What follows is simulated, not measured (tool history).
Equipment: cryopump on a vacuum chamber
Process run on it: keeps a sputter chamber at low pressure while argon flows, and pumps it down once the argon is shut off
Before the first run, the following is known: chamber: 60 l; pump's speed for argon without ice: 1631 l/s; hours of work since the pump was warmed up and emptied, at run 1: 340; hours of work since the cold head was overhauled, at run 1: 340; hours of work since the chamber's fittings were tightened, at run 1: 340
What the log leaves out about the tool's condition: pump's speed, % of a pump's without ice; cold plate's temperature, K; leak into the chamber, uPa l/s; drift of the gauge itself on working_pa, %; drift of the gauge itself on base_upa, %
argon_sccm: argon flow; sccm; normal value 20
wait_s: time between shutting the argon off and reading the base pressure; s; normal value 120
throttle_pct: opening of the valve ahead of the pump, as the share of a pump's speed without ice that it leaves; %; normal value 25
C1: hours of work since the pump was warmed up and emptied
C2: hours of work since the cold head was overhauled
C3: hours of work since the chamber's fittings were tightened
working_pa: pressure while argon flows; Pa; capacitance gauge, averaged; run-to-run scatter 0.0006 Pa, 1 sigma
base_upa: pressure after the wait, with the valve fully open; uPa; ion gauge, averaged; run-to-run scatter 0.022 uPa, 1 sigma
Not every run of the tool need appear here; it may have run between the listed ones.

{"run": 1, "day": 0.0, "argon_sccm": 20, "wait_s": 120, "throttle_pct": 25, "C1": 340, "C2": 340, "C3": 340, "working_pa": 0.085, "base_upa": 1.05}
{"run": 2, "day": 3.696, "argon_sccm": 20, "wait_s": 120, "throttle_pct": 25, "C1": 401, "C2": 401, "C3": 401, "working_pa": 0.0859, "base_upa": 1.07}
{"run": 3, "day": 6.596, "argon_sccm": 20, "wait_s": 120, "throttle_pct": 25, "C1": 449, "C2": 449, "C3": 449, "working_pa": 0.086, "base_upa": 1.09}
{"run": 4, "day": 8.208, "argon_sccm": 9, "wait_s": 120, "throttle_pct": 25, "C1": 476, "C2": 476, "C3": 476, "working_pa": 0.0389, "base_upa": 1.16}
{"run": 5, "day": 11.254, "argon_sccm": 9, "wait_s": 120, "throttle_pct": 25, "C1": 526, "C2": 526, "C3": 526, "working_pa": 0.0401, "base_upa": 1.23}
{"run": 6, "day": 13.625, "argon_sccm": 9, "wait_s": 120, "throttle_pct": 25, "C1": 565, "C2": 565, "C3": 565, "working_pa": 0.0396, "base_upa": 1.3}
{"run": 7, "day": 15.325, "argon_sccm": 9, "wait_s": 120, "throttle_pct": 25, "C1": 593, "C2": 593, "C3": 593, "working_pa": 0.039, "base_upa": 1.33}
{"run": 8, "day": 18.821, "argon_sccm": 9, "wait_s": 120, "throttle_pct": 25, "C1": 651, "C2": 651, "C3": 651, "working_pa": 0.0395, "base_upa": 1.44}
{"run": 9, "day": 22.012, "argon_sccm": 9, "wait_s": 120, "throttle_pct": 25, "C1": 704, "C2": 704, "C3": 704, "working_pa": 0.0401, "base_upa": 1.49}
{"run": 10, "day": 23.933, "argon_sccm": 11, "wait_s": 120, "throttle_pct": 25, "C1": 736, "C2": 736, "C3": 736, "working_pa": 0.0481, "base_upa": 1.56}
{"run": 11, "day": 26.429, "argon_sccm": 20, "wait_s": 120, "throttle_pct": 25, "C1": 777, "C2": 777, "C3": 777, "working_pa": 0.0869, "base_upa": 1.53}
{"run": 12, "day": 28.771, "argon_sccm": 20, "wait_s": 120, "throttle_pct": 25, "C1": 816, "C2": 816, "C3": 816, "working_pa": 0.0884, "base_upa": 1.59}
{"run": 13, "day": 31.383, "argon_sccm": 20, "wait_s": 120, "throttle_pct": 25, "C1": 859, "C2": 859, "C3": 859, "working_pa": 0.0884, "base_upa": 1.66}
{"run": 14, "day": 34.379, "argon_sccm": 34, "wait_s": 120, "throttle_pct": 23, "C1": 908, "C2": 908, "C3": 908, "working_pa": 0.1641, "base_upa": 1.77}
{"day": 35.325, "done": "pump warmed up, emptied and cooled again"}
{"run": 15, "day": 37.212, "argon_sccm": 34, "wait_s": 120, "throttle_pct": 23, "C1": 31, "C2": 952, "C3": 952, "working_pa": 0.154, "base_upa": 1.54}
{"run": 16, "day": 40.217, "argon_sccm": 34, "wait_s": 87, "throttle_pct": 43, "C1": 81, "C2": 1002, "C3": 1002, "working_pa": 0.082, "base_upa": 1.82}
{"run": 17, "day": 42.925, "argon_sccm": 34, "wait_s": 87, "throttle_pct": 43, "C1": 126, "C2": 1046, "C3": 1046, "working_pa": 0.0837, "base_upa": 1.82}
{"run": 18, "day": 46.471, "argon_sccm": 34, "wait_s": 87, "throttle_pct": 43, "C1": 184, "C2": 1105, "C3": 1105, "working_pa": 0.0841, "base_upa": 1.93}
{"run": 19, "day": 48.742, "argon_sccm": 34, "wait_s": 87, "throttle_pct": 43, "C1": 222, "C2": 1143, "C3": 1143, "working_pa": 0.0852, "base_upa": 1.9}
{"run": 20, "day": 52.104, "argon_sccm": 34, "wait_s": 87, "throttle_pct": 43, "C1": 278, "C2": 1198, "C3": 1198, "working_pa": 0.0846, "base_upa": 2.08}
{"run": 21, "day": 54.675, "argon_sccm": 24, "wait_s": 108, "throttle_pct": 37, "C1": 320, "C2": 1241, "C3": 1241, "working_pa": 0.0692, "base_upa": 2.0}
{"run": 22, "day": 58.129, "argon_sccm": 24, "wait_s": 108, "throttle_pct": 37, "C1": 377, "C2": 1298, "C3": 1298, "working_pa": 0.0709, "base_upa": 2.11}
{"run": 23, "day": 60.017, "argon_sccm": 19, "wait_s": 120, "throttle_pct": 55, "C1": 408, "C2": 1329, "C3": 1329, "working_pa": 0.0379, "base_upa": 2.1}
{"run": 24, "day": 62.788, "argon_sccm": 19, "wait_s": 120, "throttle_pct": 55, "C1": 454, "C2": 1375, "C3": 1375, "working_pa": 0.0391, "base_upa": 2.27}
{"run": 25, "day": 65.458, "argon_sccm": 26, "wait_s": 59, "throttle_pct": 20, "C1": 499, "C2": 1419, "C3": 1419, "working_pa": 0.1402, "base_upa": 2.7}

Below are 5 alternative next runs, each starting from the tool's condition after run 25. Predict each:
{"run": "A", "day": 68.4, "argon_sccm": 12, "wait_s": 120, "throttle_pct": 25, "C1": 547, "C2": 1468, "C3": 1468, "working_pa": "?", "base_upa": "?"}
{"run": "B", "day": 68.4, "argon_sccm": 24, "wait_s": 37, "throttle_pct": 42, "C1": 547, "C2": 1468, "C3": 1468, "working_pa": "?", "base_upa": "?"}
{"run": "C", "day": 68.4, "argon_sccm": 36, "wait_s": 142, "throttle_pct": 28, "C1": 547, "C2": 1468, "C3": 1468, "working_pa": "?", "base_upa": "?"}
{"run": "D", "day": 68.4, "argon_sccm": 20, "wait_s": 189, "throttle_pct": 25, "C1": 547, "C2": 1468, "C3": 1468, "working_pa": "?", "base_upa": "?"}
{"run": "E", "day": 68.4, "argon_sccm": 17, "wait_s": 149, "throttle_pct": 48, "C1": 547, "C2": 1468, "C3": 1468, "working_pa": "?", "base_upa": "?"}

run=A working_pa=0.0523 base_upa=2.32
run=B working_pa=0.0642 base_upa=3.23
run=C working_pa=0.1407 base_upa=2.18
run=D working_pa=0.0864 base_upa=2.16
run=E working_pa=0.0398 base_upa=2.12
The same runs, with their run-to-run variation unchanged, on a tool lacking any hidden condition would have given:
run=A working_pa=0.0501 base_upa=0.65
run=B working_pa=0.0597 base_upa=1.59
run=C working_pa=0.1340 base_upa=0.55
run=D working_pa=0.0826 base_upa=0.48
run=E working_pa=0.0366 base_upa=0.51
